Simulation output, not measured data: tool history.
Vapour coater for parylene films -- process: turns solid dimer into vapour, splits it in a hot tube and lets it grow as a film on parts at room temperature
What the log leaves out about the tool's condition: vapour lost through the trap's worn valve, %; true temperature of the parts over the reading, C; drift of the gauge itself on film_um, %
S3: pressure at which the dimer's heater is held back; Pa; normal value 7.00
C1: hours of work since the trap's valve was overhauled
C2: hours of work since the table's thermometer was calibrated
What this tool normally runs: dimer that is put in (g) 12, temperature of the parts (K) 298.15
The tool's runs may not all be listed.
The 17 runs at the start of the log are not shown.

run 18 hour=631.6 | dimer_that_is_put_in_(g)=12 temperature_of_the_parts_(K)=309.15 S3=2.16 | C1=292 C2=2043 | thickness_of_the_film_(nm)=3840
run 19 hour=673.6 | dimer_that_is_put_in_(g)=20 temperature_of_the_parts_(K)=309.15 S3=2.16 | C1=324 C2=2074 | thickness_of_the_film_(nm)=6450
run 20 hour=698.2 | dimer_that_is_put_in_(g)=10 temperature_of_the_parts_(K)=299.15 S3=9.55 | C1=343 C2=2093 | thickness_of_the_film_(nm)=3330
run 21 hour=729.8 | dimer_that_is_put_in_(g)=10 temperature_of_the_parts_(K)=299.15 S3=9.55 | C1=366 C2=2117 | thickness_of_the_film_(nm)=3330
run 22 hour=759.5 | dimer_that_is_put_in_(g)=10 temperature_of_the_parts_(K)=299.15 S3=9.55 | C1=389 C2=2139 | thickness_of_the_film_(nm)=3340
-- hour=775.6 table's thermometer calibrated
-- hour=797.2 trap's valve overhauled
run 23 hour=819.0 | dimer_that_is_put_in_(g)=7 temperature_of_the_parts_(K)=304.15 S3=4.38 | C1=16 C2=30 | thickness_of_the_film_(nm)=2310
run 24 hour=850.8 | dimer_that_is_put_in_(g)=7 temperature_of_the_parts_(K)=304.15 S3=7.38 | C1=41 C2=54 | thickness_of_the_film_(nm)=2160
run 25 hour=884.4 | dimer_that_is_put_in_(g)=6 temperature_of_the_parts_(K)=304.15 S3=2.20 | C1=66 C2=79 | thickness_of_the_film_(nm)=2140
run 26 hour=915.6 | dimer_that_is_put_in_(g)=6 temperature_of_the_parts_(K)=304.15 S3=2.20 | C1=90 C2=103 | thickness_of_the_film_(nm)=2120
run 27 hour=965.3 | dimer_that_is_put_in_(g)=15 temperature_of_the_parts_(K)=304.15 S3=2.20 | C1=127 C2=141 | thickness_of_the_film_(nm)=5380
run 28 hour=1018.2 | dimer_that_is_put_in_(g)=7 temperature_of_the_parts_(K)=306.15 S3=9.14 | C1=167 C2=181 | thickness_of_the_film_(nm)=2030

For run 29, what comes out?
run 29 hour=1053.7 | dimer_that_is_put_in_(g)=11 temperature_of_the_parts_(K)=304.15 S3=11.37 | C1=194 C2=207 | thickness_of_the_film_(nm)=?

{"run 29": {"thickness of the film (nm)": 3250}}
Without the tool's hidden state the same run would have given thickness of the film (nm) 3190.
